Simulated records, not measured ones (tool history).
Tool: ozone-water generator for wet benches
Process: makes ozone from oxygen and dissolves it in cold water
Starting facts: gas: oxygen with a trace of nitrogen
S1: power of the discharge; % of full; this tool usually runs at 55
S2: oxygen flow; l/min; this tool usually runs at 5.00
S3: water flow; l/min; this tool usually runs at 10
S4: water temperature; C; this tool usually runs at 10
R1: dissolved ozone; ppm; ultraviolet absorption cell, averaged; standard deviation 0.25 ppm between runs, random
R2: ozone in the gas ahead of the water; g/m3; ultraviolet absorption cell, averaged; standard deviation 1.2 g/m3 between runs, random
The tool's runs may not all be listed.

run	day	S1	S2	S3	S4	R1	R2
1	0.000	55	5.00	10	10	37.8	222.3
2	0.746	55	5.00	10	10	38.1	219.4
3	1.346	55	5.00	10	10	38.1	220.7
4	2.758	73	5.00	10	10	43.8	258.6
5	3.608	73	5.00	10	10	44.1	259.6
6	4.888	73	5.00	10	11	43.3	259.1
7	5.996	73	5.00	10	11	43.3	257.6
8	6.833	73	5.00	10	11	43.3	256.7
9	7.867	73	5.00	10	11	42.9	258.3
10	8.771	73	5.00	10	11	43.3	255.8
11	9.862	73	5.00	10	11	43.1	256.7
12	11.192	55	5.00	10	10	37.7	219.8
13	12.033	55	5.00	10	10	37.6	220.1
14	13.212	55	5.00	10	10	37.1	219.4
15	14.092	55	4.16	10	10	36.4	235.1
16	14.904	55	4.16	10	10	37.0	235.7
17	16.121	49	5.00	6	10	48.3	206.7
18	17.158	90	6.49	7	16	54.1	261.7
19	18.221	90	6.49	7	16	53.5	261.2
20	19.425	90	6.49	7	16	53.9	262.9
21	20.179	56	6.49	7	18	39.5	202.3
22	20.825	56	6.49	7	18	40.2	202.3
23	21.571	56	6.49	7	18	39.5	201.2
24	22.575	46	7.11	13	8	30.3	177.7
25	23.479	46	7.11	13	8	30.0	176.6
26	24.633	46	7.11	13	8	29.7	176.2
27	25.533	46	7.11	13	8	30.1	176.8

Each row is a separate what-if for the run after 27, all from the same tool condition, not one after another. Results?
A	26.988	53	2.77	13	8	?	?
B	26.988	55	8.16	15	10	?	?
C	26.988	46	7.11	9	8	?	?
D	26.988	45	5.00	15	8	?	?

run	R1	R2
A	26.6	264.5
B	28.9	185.6
C	38.3	175.5
D	24.8	196.9
With no hidden state in the tool, these same runs would have given:
run	R1	R2
A	27.6	268.4
B	30.1	188.4
C	39.6	177.9
D	25.7	199.6

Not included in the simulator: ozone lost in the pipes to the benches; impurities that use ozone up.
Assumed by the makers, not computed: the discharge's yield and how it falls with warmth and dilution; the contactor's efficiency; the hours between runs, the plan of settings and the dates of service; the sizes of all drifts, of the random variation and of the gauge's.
